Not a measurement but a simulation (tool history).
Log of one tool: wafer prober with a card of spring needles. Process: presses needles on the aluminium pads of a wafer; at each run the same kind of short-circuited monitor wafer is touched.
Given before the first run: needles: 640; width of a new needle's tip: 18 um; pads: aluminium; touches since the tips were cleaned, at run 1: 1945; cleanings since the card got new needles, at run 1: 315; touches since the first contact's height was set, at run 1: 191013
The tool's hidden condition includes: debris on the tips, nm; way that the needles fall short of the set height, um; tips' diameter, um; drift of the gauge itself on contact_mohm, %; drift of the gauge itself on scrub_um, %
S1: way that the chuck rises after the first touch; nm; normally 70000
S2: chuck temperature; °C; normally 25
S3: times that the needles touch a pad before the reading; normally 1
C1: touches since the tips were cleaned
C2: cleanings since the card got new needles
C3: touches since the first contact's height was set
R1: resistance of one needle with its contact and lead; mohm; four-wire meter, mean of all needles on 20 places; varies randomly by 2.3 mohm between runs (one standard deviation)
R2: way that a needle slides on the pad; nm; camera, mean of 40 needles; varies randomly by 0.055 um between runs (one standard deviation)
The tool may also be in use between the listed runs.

| run | hour | S1 | S2 | S3 | C1 | C2 | C3 | R1 | R2 |
|---|---|---|---|---|---|---|---|---|---|
| 1 | 0 | 70000 | 25 | 1 | 1945 | 315 | 191013 | 338 | 18130 |
|  | 1.4 | tips cleaned on abrasive film |
|  | 6.7 | tips cleaned on abrasive film |
|  | 12 | tips cleaned on abrasive film |
|  | 18.7 | tips cleaned on abrasive film |
|  | 25.3 | tips cleaned on abrasive film |
|  | 31.9 | tips cleaned on abrasive film |
|  | 37.2 | tips cleaned on abrasive film |
|  | 43.8 | tips cleaned on abrasive film |
|  | 50 | tips cleaned on abrasive film |
| 2 | 50 | 70000 | 25 | 1 | 0 | 324 | 214284 | 274 | 18090 |
|  | 56.6 | tips cleaned on abrasive film |
|  | 62 | tips cleaned on abrasive film |
|  | 68.6 | tips cleaned on abrasive film |
|  | 75.2 | tips cleaned on abrasive film |
|  | 81.8 | tips cleaned on abrasive film |
| 3 | 85.1 | 70000 | 25 | 1 | 1573 | 329 | 230685 | 326 | 17810 |
|  | 87.8 | tips cleaned on abrasive film |
|  | 93.2 | tips cleaned on abrasive film |
|  | 99.8 | tips cleaned on abrasive film |
|  | 106.4 | tips cleaned on abrasive film |
|  | 110.6 | height of the first contact set anew |
|  | 112 | tips cleaned on abrasive film |
|  | 118.6 | tips cleaned on abrasive film |
| 4 | 122.7 | 70000 | 25 | 1 | 1907 | 335 | 5615 | 338 | 18850 |
|  | 124.1 | tips cleaned on abrasive film |
|  | 130.7 | tips cleaned on abrasive film |
|  | 137.3 | tips cleaned on abrasive film |
|  | 143.9 | tips cleaned on abrasive film |
| 5 | 148.2 | 70000 | 25 | 1 | 2002 | 339 | 17506 | 335 | 18930 |
|  | 149.6 | tips cleaned on abrasive film |
|  | 154.9 | tips cleaned on abrasive film |
|  | 160.2 | tips cleaned on abrasive film |
|  | 165.5 | tips cleaned on abrasive film |
|  | 172 | tips cleaned on abrasive film |
| 6 | 172 | 70000 | 25 | 1 | 0 | 344 | 28542 | 267 | 18860 |
|  | 177.3 | tips cleaned on abrasive film |
|  | 183.9 | tips cleaned on abrasive film |
|  | 189.2 | tips cleaned on abrasive film |
|  | 194.5 | tips cleaned on abrasive film |
|  | 201.2 | tips cleaned on abrasive film |
|  | 206.5 | tips cleaned on abrasive film |
| 7 | 209.2 | 61000 | 25 | 1 | 1310 | 350 | 45917 | 338 | 16180 |
|  | 212 | tips cleaned on abrasive film |
|  | 217.3 | tips cleaned on abrasive film |
|  | 223.9 | tips cleaned on abrasive film |
|  | 229.2 | tips cleaned on abrasive film |
|  | 235.8 | tips cleaned on abrasive film |
|  | 242.5 | tips cleaned on abrasive film |
|  | 247.8 | tips cleaned on abrasive film |
| 8 | 247.9 | 61000 | 25 | 1 | 67 | 357 | 63907 | 273 | 16280 |
|  | 253.2 | tips cleaned on abrasive film |
|  | 259.9 | tips cleaned on abrasive film |
|  | 266.5 | tips cleaned on abrasive film |
|  | 273.1 | tips cleaned on abrasive film |
|  | 278.4 | tips cleaned on abrasive film |
|  | 285 | tips cleaned on abrasive film |
| 9 | 287.6 | 61000 | 25 | 1 | 1235 | 363 | 82443 | 334 | 16100 |
|  | 291.7 | tips cleaned on abrasive film |
|  | 297 | tips cleaned on abrasive film |
|  | 303.6 | tips cleaned on abrasive film |
|  | 310.2 | tips cleaned on abrasive film |
|  | 316.8 | tips cleaned on abrasive film |
| 10 | 319.4 | 61000 | 25 | 1 | 1223 | 368 | 97260 | 339 | 16020 |
|  | 323.4 | tips cleaned on abrasive film |
|  | 328.7 | tips cleaned on abrasive film |
|  | 335.4 | tips cleaned on abrasive film |
|  | 340.7 | tips cleaned on abrasive film |
|  | 347.3 | tips cleaned on abrasive film |
|  | 352.6 | tips cleaned on abrasive film |
|  | 359.2 | tips cleaned on abrasive film |
| 11 | 363.5 | 61000 | 25 | 1 | 2035 | 375 | 117832 | 386 | 15930 |
|  | 364.9 | tips cleaned on abrasive film |
|  | 370.3 | tips cleaned on abrasive film |
|  | 376.9 | tips cleaned on abrasive film |
|  | 383.5 | tips cleaned on abrasive film |
|  | 390.1 | tips cleaned on abrasive film |
|  | 396.7 | tips cleaned on abrasive film |
|  | 403.4 | tips cleaned on abrasive film |
| 12 | 404.9 | 61000 | 27 | 1 | 723 | 382 | 137090 | 323 | 15860 |
|  | 408.9 | tips cleaned on abrasive film |
|  | 414.2 | tips cleaned on abrasive film |
|  | 420.8 | tips cleaned on abrasive film |
|  | 427.5 | tips cleaned on abrasive film |
|  | 432.8 | tips cleaned on abrasive film |
|  | 439.4 | tips cleaned on abrasive film |
|  | 444.7 | tips cleaned on abrasive film |
|  | 451.3 | tips cleaned on abrasive film |
| 13 | 453.5 | 74000 | 42 | 1 | 1045 | 390 | 159759 | 314 | 19210 |
|  | 457.6 | tips cleaned on abrasive film |
|  | 464.2 | tips cleaned on abrasive film |
|  | 470.8 | tips cleaned on abrasive film |
|  | 476.1 | tips cleaned on abrasive film |
|  | 482.7 | tips cleaned on abrasive film |
| 14 | 483 | 72000 | 47 | 3 | 136 | 395 | 173489 | 275 | 18640 |
|  | 488.3 | tips cleaned on abrasive film |
|  | 493.7 | tips cleaned on abrasive film |
|  | 500.3 | tips cleaned on abrasive film |
|  | 512.3 | card fitted with new needles |
|  | 518.9 | tips cleaned on abrasive film |
| 15 | 523 | 72000 | 47 | 3 | 1921 | 1 | 5010 | 284 | 19480 |
|  | 524.4 | tips cleaned on abrasive film |
|  | 531 | tips cleaned on abrasive film |
|  | 536.3 | tips cleaned on abrasive film |
|  | 542.9 | tips cleaned on abrasive film |
|  | 549.5 | tips cleaned on abrasive film |
|  | 554.9 | tips cleaned on abrasive film |
|  | 561.5 | tips cleaned on abrasive film |
|  | 566.8 | tips cleaned on abrasive film |
|  | 572.1 | tips cleaned on abrasive film |
| 16 | 573.3 | 84000 | 39 | 2 | 580 | 10 | 28452 | 271 | 22560 |
|  | 578.7 | tips cleaned on abrasive film |
|  | 585.3 | tips cleaned on abrasive film |
|  | 591.9 | tips cleaned on abrasive film |
|  | 598.5 | tips cleaned on abrasive film |
| 17 | 599.6 | 84000 | 39 | 2 | 512 | 14 | 40703 | 270 | 22590 |
|  | 604.9 | tips cleaned on abrasive film |
|  | 610.2 | tips cleaned on abrasive film |
|  | 615.5 | tips cleaned on abrasive film |
|  | 622.2 | tips cleaned on abrasive film |
|  | 628.8 | tips cleaned on abrasive film |
|  | 635.4 | tips cleaned on abrasive film |
|  | 642 | tips cleaned on abrasive film |
| 18 | 644.2 | 84000 | 39 | 1 | 1026 | 21 | 61501 | 278 | 22460 |
|  | 648.2 | tips cleaned on abrasive film |
|  | 654.8 | tips cleaned on abrasive film |
|  | 661.5 | tips cleaned on abrasive film |
|  | 668.1 | tips cleaned on abrasive film |
|  | 673.4 | tips cleaned on abrasive film |
|  | 680 | tips cleaned on abrasive film |
|  | 686.6 | tips cleaned on abrasive film |
|  | 693.3 | tips cleaned on abrasive film |
| 19 | 695.3 | 54000 | 46 | 1 | 973 | 29 | 85335 | 314 | 14240 |
|  | 699.3 | tips cleaned on abrasive film |
|  | 704.6 | tips cleaned on abrasive film |
|  | 711.3 | tips cleaned on abrasive film |
|  | 716.6 | tips cleaned on abrasive film |
|  | 721.9 | tips cleaned on abrasive film |
| 20 | 722.4 | 53000 | 91 | 2 | 242 | 34 | 97936 | 296 | 13830 |
|  | 727.7 | tips cleaned on abrasive film |
|  | 733 | tips cleaned on abrasive film |
|  | 739.7 | tips cleaned on abrasive film |
|  | 745 | tips cleaned on abrasive film |
|  | 751.6 | tips cleaned on abrasive film |
|  | 758.2 | tips cleaned on abrasive film |
|  | 763.5 | tips cleaned on abrasive film |
| 21 | 767.9 | 73000 | 84 | 3 | 2052 | 41 | 119142 | 292 | 19150 |
|  | 769.3 | tips cleaned on abrasive film |
|  | 775.9 | tips cleaned on abrasive film |
|  | 781.2 | tips cleaned on abrasive film |
|  | 787.8 | tips cleaned on abrasive film |
|  | 794.5 | tips cleaned on abrasive film |
|  | 801.1 | tips cleaned on abrasive film |
|  | 806.4 | tips cleaned on abrasive film |
|  | 813 | tips cleaned on abrasive film |
|  | 819.1 | tips cleaned on abrasive film |
| 22 | 819.1 | 73000 | 84 | 3 | 0 | 50 | 142973 | 281 | 19040 |

Take each entry between the runs: how does the hidden state at the last listed run before it differ from the hidden state at the first listed run after it?
Run 1 -> run 2: tips cleaned on abrasive film (hour 1.4); tips cleaned on abrasive film (hour 6.7); tips cleaned on abrasive film (hour 12); tips cleaned on abrasive film (hour 18.7); tips cleaned on abrasive film (hour 25.3); tips cleaned on abrasive film (hour 31.9); tips cleaned on abrasive film (hour 37.2); tips cleaned on abrasive film (hour 43.8); tips cleaned on abrasive film (hour 50)
  debris on the tips, nm: 43.4 -> 4.9; way that the needles fall short of the set height, um: 3.27 -> 3.76; tips' diameter, um: 23.56 -> 23.73
  difference, measured minus the result without the unlogged condition, R1: +80 -> +12 mohm; R2: -890 -> -1020 nm
Run 2 -> run 3: tips cleaned on abrasive film (hour 56.6); tips cleaned on abrasive film (hour 62); tips cleaned on abrasive film (hour 68.6); tips cleaned on abrasive film (hour 75.2); tips cleaned on abrasive film (hour 81.8)
  debris on the tips, nm: 4.9 -> 36.2; way that the needles fall short of the set height, um: 3.76 -> 3.99; tips' diameter, um: 23.73 -> 23.81
  difference, measured minus the result without the unlogged condition, R1: +12 -> +71 mohm; R2: -1020 -> -1090 nm
Run 3 -> run 4: tips cleaned on abrasive film (hour 87.8); tips cleaned on abrasive film (hour 93.2); tips cleaned on abrasive film (hour 99.8); tips cleaned on abrasive film (hour 106.4); height of the first contact set anew (hour 110.6); tips cleaned on abrasive film (hour 112); tips cleaned on abrasive film (hour 118.6)
  debris on the tips, nm: 36.2 -> 43.2; way that the needles fall short of the set height, um: 3.99 -> 0.08; tips' diameter, um: 23.81 -> 23.92
  difference, measured minus the result without the unlogged condition, R1: +71 -> +77 mohm; R2: -1090 -> -20 nm
Run 4 -> run 5: tips cleaned on abrasive film (hour 124.1); tips cleaned on abrasive film (hour 130.7); tips cleaned on abrasive film (hour 137.3); tips cleaned on abrasive film (hour 143.9)
  debris on the tips, nm: 43.2 -> 42.8; way that the needles fall short of the set height, um: 0.08 -> 0.29; tips' diameter, um: 23.92 -> 23.99
  difference, measured minus the result without the unlogged condition, R1: +77 -> +77 mohm; R2: -20 -> -80 nm
Run 5 -> run 6: tips cleaned on abrasive film (hour 149.6); tips cleaned on abrasive film (hour 154.9); tips cleaned on abrasive film (hour 160.2); tips cleaned on abrasive film (hour 165.5); tips cleaned on abrasive film (hour 172)
  debris on the tips, nm: 42.8 -> 2.8; way that the needles fall short of the set height, um: 0.29 -> 0.55; tips' diameter, um: 23.99 -> 24.08
  difference, measured minus the result without the unlogged condition, R1: +77 -> +8 mohm; R2: -80 -> -150 nm
Run 6 -> run 7: tips cleaned on abrasive film (hour 177.3); tips cleaned on abrasive film (hour 183.9); tips cleaned on abrasive film (hour 189.2); tips cleaned on abrasive film (hour 194.5); tips cleaned on abrasive film (hour 201.2); tips cleaned on abrasive film (hour 206.5)
  debris on the tips, nm: 2.8 -> 32.7; way that the needles fall short of the set height, um: 0.55 -> 0.88; tips' diameter, um: 24.08 -> 24.2
  difference, measured minus the result without the unlogged condition, R1: +8 -> +78 mohm; R2: -150 -> -240 nm
Run 7 -> run 8: tips cleaned on abrasive film (hour 212); tips cleaned on abrasive film (hour 217.3); tips cleaned on abrasive film (hour 223.9); tips cleaned on abrasive film (hour 229.2); tips cleaned on abrasive film (hour 235.8); tips cleaned on abrasive film (hour 242.5); tips cleaned on abrasive film (hour 247.8)
  debris on the tips, nm: 32.7 -> 4.3; way that the needles fall short of the set height, um: 0.88 -> 1.25; tips' diameter, um: 24.2 -> 24.32
  difference, measured minus the result without the unlogged condition, R1: +78 -> +14 mohm; R2: -240 -> -340 nm
Run 8 -> run 9: tips cleaned on abrasive film (hour 253.2); tips cleaned on abrasive film (hour 259.9); tips cleaned on abrasive film (hour 266.5); tips cleaned on abrasive film (hour 273.1); tips cleaned on abrasive film (hour 278.4); tips cleaned on abrasive film (hour 285)
  debris on the tips, nm: 4.3 -> 30.1; way that the needles fall short of the set height, um: 1.25 -> 1.54; tips' diameter, um: 24.32 -> 24.43
  difference, measured minus the result without the unlogged condition, R1: +14 -> +74 mohm; R2: -340 -> -420 nm
Run 9 -> run 10: tips cleaned on abrasive film (hour 291.7); tips cleaned on abrasive film (hour 297); tips cleaned on abrasive film (hour 303.6); tips cleaned on abrasive film (hour 310.2); tips cleaned on abrasive film (hour 316.8)
  debris on the tips, nm: 30.1 -> 30.7; way that the needles fall short of the set height, um: 1.54 -> 1.78; tips' diameter, um: 24.43 -> 24.51
  difference, measured minus the result without the unlogged condition, R1: +74 -> +78 mohm; R2: -420 -> -480 nm
Run 10 -> run 11: tips cleaned on abrasive film (hour 323.4); tips cleaned on abrasive film (hour 328.7); tips cleaned on abrasive film (hour 335.4); tips cleaned on abrasive film (hour 340.7); tips cleaned on abrasive film (hour 347.3); tips cleaned on abrasive film (hour 352.6); tips cleaned on abrasive film (hour 359.2)
  debris on the tips, nm: 30.7 -> 49.1; way that the needles fall short of the set height, um: 1.78 -> 2.14; tips' diameter, um: 24.51 -> 24.64
  difference, measured minus the result without the unlogged condition, R1: +78 -> +125 mohm; R2: -480 -> -580 nm
Run 11 -> run 12: tips cleaned on abrasive film (hour 364.9); tips cleaned on abrasive film (hour 370.3); tips cleaned on abrasive film (hour 376.9); tips cleaned on abrasive film (hour 383.5); tips cleaned on abrasive film (hour 390.1); tips cleaned on abrasive film (hour 396.7); tips cleaned on abrasive film (hour 403.4)
  debris on the tips, nm: 49.1 -> 22.5; way that the needles fall short of the set height, um: 2.14 -> 2.5; tips' diameter, um: 24.64 -> 24.76
  difference, measured minus the result without the unlogged condition, R1: +125 -> +61 mohm; R2: -580 -> -680 nm
Run 12 -> run 13: tips cleaned on abrasive film (hour 408.9); tips cleaned on abrasive film (hour 414.2); tips cleaned on abrasive film (hour 420.8); tips cleaned on abrasive film (hour 427.5); tips cleaned on abrasive film (hour 432.8); tips cleaned on abrasive film (hour 439.4); tips cleaned on abrasive film (hour 444.7); tips cleaned on abrasive film (hour 451.3)
  debris on the tips, nm: 22.5 -> 27.5; way that the needles fall short of the set height, um: 2.5 -> 2.91; tips' diameter, um: 24.76 -> 24.91
  difference, measured minus the result without the unlogged condition, R1: +61 -> +51 mohm; R2: -680 -> -790 nm
Run 13 -> run 14: tips cleaned on abrasive film (hour 457.6); tips cleaned on abrasive film (hour 464.2); tips cleaned on abrasive film (hour 470.8); tips cleaned on abrasive film (hour 476.1); tips cleaned on abrasive film (hour 482.7)
  debris on the tips, nm: 27.5 -> 6.5; way that the needles fall short of the set height, um: 2.91 -> 3.13; tips' diameter, um: 24.91 -> 24.99
  difference, measured minus the result without the unlogged condition, R1: +51 -> +9 mohm; R2: -790 -> -850 nm
Run 14 -> run 15: tips cleaned on abrasive film (hour 488.3); tips cleaned on abrasive film (hour 493.7); tips cleaned on abrasive film (hour 500.3); card fitted with new needles (hour 512.3); tips cleaned on abrasive film (hour 518.9)
  debris on the tips, nm: 6.5 -> 45.5; way that the needles fall short of the set height, um: 3.13 -> 0.04; tips' diameter, um: 24.99 -> 18.02
  difference, measured minus the result without the unlogged condition, R1: +9 -> +16 mohm; R2: -850 -> -20 nm
Run 15 -> run 16: tips cleaned on abrasive film (hour 524.4); tips cleaned on abrasive film (hour 531); tips cleaned on abrasive film (hour 536.3); tips cleaned on abrasive film (hour 542.9); tips cleaned on abrasive film (hour 549.5); tips cleaned on abrasive film (hour 554.9); tips cleaned on abrasive film (hour 561.5); tips cleaned on abrasive film (hour 566.8); tips cleaned on abrasive film (hour 572.1)
  debris on the tips, nm: 45.5 -> 17.7; way that the needles fall short of the set height, um: 0.04 -> 0.5; tips' diameter, um: 18.02 -> 18.18
  difference, measured minus the result without the unlogged condition, R1: +16 -> +9 mohm; R2: -20 -> -140 nm
Run 16 -> run 17: tips cleaned on abrasive film (hour 578.7); tips cleaned on abrasive film (hour 585.3); tips cleaned on abrasive film (hour 591.9); tips cleaned on abrasive film (hour 598.5)
  debris on the tips, nm: 17.7 -> 16.5; way that the needles fall short of the set height, um: 0.5 -> 0.69; tips' diameter, um: 18.18 -> 18.24
  difference, measured minus the result without the unlogged condition, R1: +9 -> +8 mohm; R2: -140 -> -190 nm
Run 17 -> run 18: tips cleaned on abrasive film (hour 604.9); tips cleaned on abrasive film (hour 610.2); tips cleaned on abrasive film (hour 615.5); tips cleaned on abrasive film (hour 622.2); tips cleaned on abrasive film (hour 628.8); tips cleaned on abrasive film (hour 635.4); tips cleaned on abrasive film (hour 642)
  debris on the tips, nm: 16.5 -> 23.6; way that the needles fall short of the set height, um: 0.69 -> 1.05; tips' diameter, um: 18.24 -> 18.37
  difference, measured minus the result without the unlogged condition, R1: +8 -> +20 mohm; R2: -190 -> -290 nm
Run 18 -> run 19: tips cleaned on abrasive film (hour 648.2); tips cleaned on abrasive film (hour 654.8); tips cleaned on abrasive film (hour 661.5); tips cleaned on abrasive film (hour 668.1); tips cleaned on abrasive film (hour 673.4); tips cleaned on abrasive film (hour 680); tips cleaned on abrasive film (hour 686.6); tips cleaned on abrasive film (hour 693.3)
  debris on the tips, nm: 23.6 -> 25.6; way that the needles fall short of the set height, um: 1.05 -> 1.49; tips' diameter, um: 18.37 -> 18.52
  difference, measured minus the result without the unlogged condition, R1: +20 -> +47 mohm; R2: -290 -> -400 nm
Run 19 -> run 20: tips cleaned on abrasive film (hour 699.3); tips cleaned on abrasive film (hour 704.6); tips cleaned on abrasive film (hour 711.3); tips cleaned on abrasive film (hour 716.6); tips cleaned on abrasive film (hour 721.9)
  debris on the tips, nm: 25.6 -> 11.2; way that the needles fall short of the set height, um: 1.49 -> 1.78; tips' diameter, um: 18.52 -> 18.62
  difference, measured minus the result without the unlogged condition, R1: +47 -> +13 mohm; R2: -400 -> -480 nm
Run 20 -> run 21: tips cleaned on abrasive film (hour 727.7); tips cleaned on abrasive film (hour 733); tips cleaned on abrasive film (hour 739.7); tips cleaned on abrasive film (hour 745); tips cleaned on abrasive film (hour 751.6); tips cleaned on abrasive film (hour 758.2); tips cleaned on abrasive film (hour 763.5)
  debris on the tips, nm: 11.2 -> 43.1; way that the needles fall short of the set height, um: 1.78 -> 2.18; tips' diameter, um: 18.62 -> 18.76
  difference, measured minus the result without the unlogged condition, R1: +13 -> +16 mohm; R2: -480 -> -590 nm
Run 21 -> run 22: tips cleaned on abrasive film (hour 769.3); tips cleaned on abrasive film (hour 775.9); tips cleaned on abrasive film (hour 781.2); tips cleaned on abrasive film (hour 787.8); tips cleaned on abrasive film (hour 794.5); tips cleaned on abrasive film (hour 801.1); tips cleaned on abrasive film (hour 806.4); tips cleaned on abrasive film (hour 813); tips cleaned on abrasive film (hour 819.1)
  debris on the tips, nm: 43.1 -> 6.2; way that the needles fall short of the set height, um: 2.18 -> 2.64; tips' diameter, um: 18.76 -> 18.92
  difference, measured minus the result without the unlogged condition, R1: +16 -> +3 mohm; R2: -590 -> -710 nm

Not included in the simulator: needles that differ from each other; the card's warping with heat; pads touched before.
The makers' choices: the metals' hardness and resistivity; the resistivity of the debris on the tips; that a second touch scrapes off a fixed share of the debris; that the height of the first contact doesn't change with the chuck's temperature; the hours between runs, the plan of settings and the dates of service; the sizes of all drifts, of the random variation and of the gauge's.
